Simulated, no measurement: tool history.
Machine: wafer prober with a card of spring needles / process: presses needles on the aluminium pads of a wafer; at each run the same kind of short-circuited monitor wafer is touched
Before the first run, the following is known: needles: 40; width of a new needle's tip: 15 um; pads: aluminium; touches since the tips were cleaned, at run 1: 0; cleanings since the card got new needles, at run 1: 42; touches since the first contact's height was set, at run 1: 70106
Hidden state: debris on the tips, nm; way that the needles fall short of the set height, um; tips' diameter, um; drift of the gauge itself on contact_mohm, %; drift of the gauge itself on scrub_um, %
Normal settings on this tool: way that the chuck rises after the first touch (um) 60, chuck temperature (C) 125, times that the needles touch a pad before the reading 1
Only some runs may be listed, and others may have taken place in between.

run	hour	way that the chuck rises after the first touch (um)	chuck temperature (C)	times that the needles touch a pad before the reading	touches since the tips were cleaned	cleanings since the card got new needles	touches since the first contact's height was set	resistance of one needle with its contact and lead (mohm)	way that a needle slides on the pad (um)
1	0	60	125	1	0	42	70106	199	11.93
# hour 52.4: tips cleaned on abrasive film
2	68.8	60	125	1	2842	43	82015	235	11.9
# hour 106: tips cleaned on abrasive film
3	124.9	60	125	1	3263	44	91713	230	11.87
4	153.6	60	125	2	8250	44	96700	235	11.84
# hour 158.8: tips cleaned on abrasive film
5	195.7	46	125	1	6397	45	103978	286	9.06
# hour 210: tips cleaned on abrasive film
# hour 263.9: tips cleaned on abrasive film
6	263.9	60	125	1	11	47	115764	198	11.81
7	297	55	125	1	5735	47	121488	261	10.85
# hour 317.1: tips cleaned on abrasive film
8	337.6	55	125	1	3541	48	128509	247	10.81
# hour 369.8: tips cleaned on abrasive film
9	404.1	55	125	1	5947	49	140025	262	10.83
# hour 422.3: tips cleaned on abrasive film
10	443.6	60	125	1	3692	50	146850	234	11.82
# hour 474.3: tips cleaned on abrasive film
11	484	60	52	1	1689	51	153836	210	11.82
# hour 527.4: tips cleaned on abrasive film
12	548.8	60	125	1	3717	52	165056	238	11.8
# hour 580: tips cleaned on abrasive film
13	587.3	60	125	1	1280	53	171710	212	11.79
# hour 631.9: tips cleaned on abrasive film
# hour 632.2: height of the first contact set anew
14	650.9	63	125	3	3231	54	3231	204	12.54
# hour 683.5: tips cleaned on abrasive film
15	700.2	45	39	2	2890	55	11762	232	8.94
# hour 736.1: tips cleaned on abrasive film
16	743.3	60	63	2	1243	56	19213	199	11.94
17	781.6	60	63	2	7885	56	25855	221	11.95
# hour 790.1: tips cleaned on abrasive film
# hour 845.8: tips cleaned on abrasive film
18	850.6	60	43	2	841	58	37784	190	11.91
# hour 899.6: tips cleaned on abrasive film
19	906.4	60	108	2	1170	59	47423	203	11.91
20	944.8	60	71	1	7828	59	54081	253	11.89
# hour 953.6: tips cleaned on abrasive film
21	996.7	60	71	1	7466	60	63059	247	11.92
# hour 1004.3: tips cleaned on abrasive film
# hour 1057.2: tips cleaned on abrasive film
22	1057.2	75	26	1	0	62	73516	175	14.83
# hour 1110.3: tips cleaned on abrasive film
23	1112.6	75	26	2	391	63	83094	177	14.87
# hour 1164.3: tips cleaned on abrasive film
24	1164.3	51	50	1	0	64	92034	191	10.05
25	1213.8	67	102	2	8587	64	100621	225	13.27
# hour 1217.7: tips cleaned on abrasive film
26	1244.3	67	102	2	4607	65	105887	214	13.2

3 ways to go on from here, each from the tool as it stands after run 26. What would each give?
# hour 1269.8: tips cleaned on abrasive film
A	1304.4	68	57	1	5991	66	116287	?	?
# hour 1269.8: tips cleaned on abrasive film
B	1304.4	65	35	1	5991	66	116287	?	?
# hour 1269.8: tips cleaned on abrasive film
C	1304.4	74	38	2	5991	66	116287	?	?

run	resistance of one needle with its contact and lead (mohm)	way that a needle slides on the pad (um)
A	232	13.43
B	233	12.85
C	202	14.61
Take away the tool's hidden state, keep each run's random variation, and the runs would have read:
run	resistance of one needle with its contact and lead (mohm)	way that a needle slides on the pad (um)
A	179	13.54
B	175	12.96
C	174	14.72
